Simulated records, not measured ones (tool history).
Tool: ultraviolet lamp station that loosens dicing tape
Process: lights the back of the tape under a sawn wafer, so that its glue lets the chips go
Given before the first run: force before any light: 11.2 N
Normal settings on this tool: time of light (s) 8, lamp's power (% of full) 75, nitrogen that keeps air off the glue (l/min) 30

| run | day | time of light (s) | lamp's power (% of full) | nitrogen that keeps air off the glue (l/min) | force that peels the tape off (N) | light that reached the tape (mJ/cm2) |
|---|---|---|---|---|---|---|
| 1 | 0.000 | 8 | 75 | 30 | 0.563 | 384 |
| 2 | 0.358 | 8 | 75 | 30 | 0.576 | 391 |
| 3 | 0.867 | 8 | 75 | 10 | 1.219 | 389 |
| 4 | 1.692 | 8 | 75 | 10 | 1.167 | 386 |
| 5 | 2.338 | 8 | 75 | 14 | 0.936 | 389 |
| 6 | 2.812 | 8 | 75 | 14 | 0.964 | 386 |
| 7 | 3.446 | 8 | 75 | 30 | 0.558 | 384 |
| 8 | 4.129 | 8 | 96 | 25 | 0.357 | 493 |
| 9 | 4.862 | 10 | 83 | 25 | 0.294 | 535 |
| 10 | 5.621 | 10 | 83 | 25 | 0.301 | 533 |
| 11 | 6.338 | 10 | 83 | 25 | 0.287 | 531 |
| 12 | 7.042 | 10 | 83 | 25 | 0.288 | 532 |
| 13 | 7.650 | 4 | 88 | 14 | 2.540 | 228 |
| 14 | 8.479 | 6 | 63 | 25 | 1.710 | 243 |

Consider 4 possible next runs. They are alternatives, not a sequence: every one starts from the tool as it was left by run 14. What does each give?
| A | 8.958 | 9 | 97 | 13 | ? | ? |
| B | 8.958 | 8 | 100 | 30 | ? | ? |
| C | 8.958 | 15 | 75 | 23 | ? | ? |
| D | 8.958 | 12 | 75 | 25 | ? | ? |

| run | force that peels the tape off (N) | light that reached the tape (mJ/cm2) |
|---|---|---|
| A | 0.417 | 554 |
| B | 0.297 | 514 |
| C | 0.173 | 732 |
| D | 0.248 | 582 |
Without the tool's hidden state the same runs would have given:
| run | force that peels the tape off (N) | light that reached the tape (mJ/cm2) |
|---|---|---|
| A | 0.416 | 554 |
| B | 0.296 | 515 |
| C | 0.173 | 732 |
| D | 0.247 | 583 |

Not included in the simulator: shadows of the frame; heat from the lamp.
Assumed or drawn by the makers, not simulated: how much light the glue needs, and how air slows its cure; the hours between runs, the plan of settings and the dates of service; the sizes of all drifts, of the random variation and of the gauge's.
